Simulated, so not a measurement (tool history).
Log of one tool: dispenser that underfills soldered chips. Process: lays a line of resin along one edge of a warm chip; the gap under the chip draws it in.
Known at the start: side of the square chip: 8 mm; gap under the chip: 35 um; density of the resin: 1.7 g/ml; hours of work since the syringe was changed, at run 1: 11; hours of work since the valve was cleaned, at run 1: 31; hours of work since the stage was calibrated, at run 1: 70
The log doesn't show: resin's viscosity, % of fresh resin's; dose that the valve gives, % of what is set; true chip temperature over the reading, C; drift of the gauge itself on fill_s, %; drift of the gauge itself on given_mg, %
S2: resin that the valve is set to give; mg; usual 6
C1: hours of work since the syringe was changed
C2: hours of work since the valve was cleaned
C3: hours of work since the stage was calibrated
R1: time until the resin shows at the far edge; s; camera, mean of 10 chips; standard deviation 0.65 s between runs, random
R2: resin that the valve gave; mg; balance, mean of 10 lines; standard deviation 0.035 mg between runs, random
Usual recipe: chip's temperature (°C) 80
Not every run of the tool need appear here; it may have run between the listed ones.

{"run": 1, "hour": 0.0, "chip's temperature (°C)": 80, "S2": 6, "C1": 11, "C2": 31, "C3": 70, "R1": 131.9, "R2": 5.82}
{"hour": 1.9, "done": "new syringe of resin"}
{"run": 2, "hour": 8.3, "chip's temperature (°C)": 80, "S2": 6, "C1": 4, "C2": 36, "C3": 76, "R1": 78.7, "R2": 5.86}
{"run": 3, "hour": 15.1, "chip's temperature (°C)": 80, "S2": 6, "C1": 9, "C2": 40, "C3": 80, "R1": 110.7, "R2": 5.78}
{"hour": 20.2, "done": "new syringe of resin"}
{"run": 4, "hour": 21.8, "chip's temperature (°C)": 80, "S2": 6, "C1": 1, "C2": 44, "C3": 84, "R1": 61.2, "R2": 5.72}
{"run": 5, "hour": 28.7, "chip's temperature (°C)": 80, "S2": 6, "C1": 6, "C2": 49, "C3": 89, "R1": 87.2, "R2": 5.74}
{"run": 6, "hour": 33.3, "chip's temperature (°C)": 80, "S2": 6.26, "C1": 9, "C2": 52, "C3": 92, "R1": 108.7, "R2": 6}
{"run": 7, "hour": 37.8, "chip's temperature (°C)": 80, "S2": 6.26, "C1": 11, "C2": 55, "C3": 95, "R1": 135.2, "R2": 6}
{"hour": 38.9, "done": "new syringe of resin"}
{"run": 8, "hour": 44.4, "chip's temperature (°C)": 80, "S2": 6.26, "C1": 4, "C2": 59, "C3": 99, "R1": 73.2, "R2": 5.91}
{"hour": 48.4, "done": "dispensing valve cleaned and set on the balance"}
{"run": 9, "hour": 54.5, "chip's temperature (°C)": 66, "S2": 6.26, "C1": 9, "C2": 4, "C3": 104, "R1": 181.6, "R2": 6.28}
{"hour": 58.0, "done": "new syringe of resin"}
{"run": 10, "hour": 62.9, "chip's temperature (°C)": 80, "S2": 6, "C1": 3, "C2": 9, "C3": 110, "R1": 71.9, "R2": 6}
{"run": 11, "hour": 69.7, "chip's temperature (°C)": 80, "S2": 6.98, "C1": 8, "C2": 14, "C3": 114, "R1": 100.3, "R2": 6.83}
{"run": 12, "hour": 75.0, "chip's temperature (°C)": 80, "S2": 6.98, "C1": 11, "C2": 17, "C3": 118, "R1": 131, "R2": 6.92}
{"hour": 76.5, "done": "new syringe of resin"}
{"run": 13, "hour": 81.9, "chip's temperature (°C)": 92, "S2": 6, "C1": 3, "C2": 21, "C3": 122, "R1": 50.8, "R2": 5.86}
{"run": 14, "hour": 91.0, "chip's temperature (°C)": 67, "S2": 5.82, "C1": 9, "C2": 27, "C3": 128, "R1": 176.3, "R2": 5.6}
{"hour": 95.0, "done": "new syringe of resin"}
{"run": 15, "hour": 95.5, "chip's temperature (°C)": 67, "S2": 5.82, "C1": 0, "C2": 30, "C3": 130, "R1": 87.5, "R2": 5.65}
{"run": 16, "hour": 102.1, "chip's temperature (°C)": 91, "S2": 5.34, "C1": 5, "C2": 34, "C3": 135, "R1": 58.4, "R2": 5.18}
{"run": 17, "hour": 108.9, "chip's temperature (°C)": 86, "S2": 5.59, "C1": 9, "C2": 39, "C3": 139, "R1": 95.9, "R2": 5.35}
{"hour": 113.2, "done": "new syringe of resin"}
{"run": 18, "hour": 117.8, "chip's temperature (°C)": 74, "S2": 6.02, "C1": 3, "C2": 44, "C3": 145, "R1": 84.5, "R2": 5.78}
{"run": 19, "hour": 124.4, "chip's temperature (°C)": 67, "S2": 6.9, "C1": 7, "C2": 48, "C3": 149, "R1": 148.5, "R2": 6.53}
{"hour": 131.4, "done": "new syringe of resin"}
{"run": 20, "hour": 132.0, "chip's temperature (°C)": 70, "S2": 6, "C1": 0, "C2": 53, "C3": 154, "R1": 79.9, "R2": 5.67}
{"run": 21, "hour": 140.5, "chip's temperature (°C)": 93, "S2": 6, "C1": 6, "C2": 59, "C3": 159, "R1": 58.3, "R2": 5.69}
{"hour": 144.7, "done": "dispensing valve cleaned and set on the balance"}
{"run": 22, "hour": 147.0, "chip's temperature (°C)": 93, "S2": 6, "C1": 9, "C2": 1, "C3": 163, "R1": 78.5, "R2": 6.02}
{"hour": 150.8, "done": "new syringe of resin"}
{"run": 23, "hour": 153.2, "chip's temperature (°C)": 90, "S2": 6.61, "C1": 1, "C2": 5, "C3": 167, "R1": 45.3, "R2": 6.55}
{"run": 24, "hour": 159.3, "chip's temperature (°C)": 90, "S2": 6.61, "C1": 5, "C2": 9, "C3": 171, "R1": 62.4, "R2": 6.59}
{"run": 25, "hour": 164.6, "chip's temperature (°C)": 90, "S2": 6.61, "C1": 9, "C2": 13, "C3": 174, "R1": 80.6, "R2": 6.54}
{"hour": 169.3, "done": "new syringe of resin"}
{"run": 26, "hour": 171.3, "chip's temperature (°C)": 75, "S2": 6.76, "C1": 1, "C2": 17, "C3": 178, "R1": 69, "R2": 6.67}

Predict each of these 4 candidate next runs independently; none follows another, all start after run 26:
{"run": "A", "hour": 175.7, "chip's temperature (°C)": 71, "S2": 7.13, "C1": 4, "C2": 20, "C3": 181, "R1": "?", "R2": "?"}
{"run": "B", "hour": 175.7, "chip's temperature (°C)": 93, "S2": 5.2, "C1": 4, "C2": 20, "C3": 181, "R1": "?", "R2": "?"}
{"run": "C", "hour": 175.7, "chip's temperature (°C)": 77, "S2": 6.09, "C1": 4, "C2": 20, "C3": 181, "R1": "?", "R2": "?"}
{"run": "D", "hour": 175.7, "chip's temperature (°C)": 66, "S2": 6.76, "C1": 4, "C2": 20, "C3": 181, "R1": "?", "R2": "?"}

run=A R1=101.2 R2=6.96
run=B R1=53.6 R2=5.1
run=C R1=84.3 R2=5.97
run=D R1=117.8 R2=6.66
Without the tool's hidden state the same runs would have given:
run=A R1=76.6 R2=7.09
run=B R1=40.2 R2=5.19
run=C R1=63.6 R2=6.08
run=D R1=89.1 R2=6.78
